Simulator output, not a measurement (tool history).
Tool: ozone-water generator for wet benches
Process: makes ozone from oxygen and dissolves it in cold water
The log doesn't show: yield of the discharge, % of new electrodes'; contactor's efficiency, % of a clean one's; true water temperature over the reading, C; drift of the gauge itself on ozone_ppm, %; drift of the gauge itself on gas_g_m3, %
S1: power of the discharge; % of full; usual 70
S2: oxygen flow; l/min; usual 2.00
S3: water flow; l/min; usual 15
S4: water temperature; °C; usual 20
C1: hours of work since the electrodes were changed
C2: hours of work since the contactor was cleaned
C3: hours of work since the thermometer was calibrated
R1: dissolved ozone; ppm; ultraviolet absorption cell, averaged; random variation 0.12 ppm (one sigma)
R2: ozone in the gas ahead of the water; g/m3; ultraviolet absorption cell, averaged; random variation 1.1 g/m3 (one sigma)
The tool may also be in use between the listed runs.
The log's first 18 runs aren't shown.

run,day,S1,S2,S3,S4,C1,C2,C3,R1,R2
19,32.158,49,2.00,11,20,2217,5582,4041,12.3,155.3
20,33.379,49,2.00,11,20,2240,5606,4064,12.2,153.5
21,35.429,49,2.00,11,20,2279,5645,4103,12.1,153.9
22,37.862,50,2.00,11,21,2325,5691,4149,12.1,155.0
23,39.888,50,1.10,14,14,2364,5729,4188,8.5,200.2
24,41.458,70,2.00,10,20,2394,5759,4217,16.0,187.9
25,43.058,69,2.38,10,20,2424,5790,4248,16.3,172.6
26,44.842,69,2.38,10,20,2458,5823,4282,16.4,172.0
27,46.217,69,2.38,10,20,2484,5850,4308,16.2,169.2
28,47.846,42,1.41,10,24,2515,5880,4339,10.5,164.4
29,50.433,42,1.41,10,24,2564,5930,4388,10.6,162.2
30,52.275,70,1.16,15,20,2599,5965,4423,9.4,234.2
31,53.800,70,1.60,15,27,2628,5994,4452,9.6,204.7
32,55.046,70,1.60,15,27,2652,6017,4475,9.6,202.8

4 ways to go on from here, each from the tool as it stands after run 32. What would each give?
A,56.975,70,2.00,11,18,2688,6054,4512,?,?
B,56.975,70,1.10,12,20,2688,6054,4512,?,?
C,56.975,70,1.60,11,27,2688,6054,4512,?,?
D,56.975,70,2.02,15,27,2688,6054,4512,?,?

run,R1,R2
A,15.2,188.0
B,11.5,239.6
C,12.9,205.0
D,10.3,184.4
Without the tool's hidden state the same runs would have given:
run,R1,R2
A,17.3,194.7
B,13.1,248.1
C,14.6,212.4
D,11.8,191.0
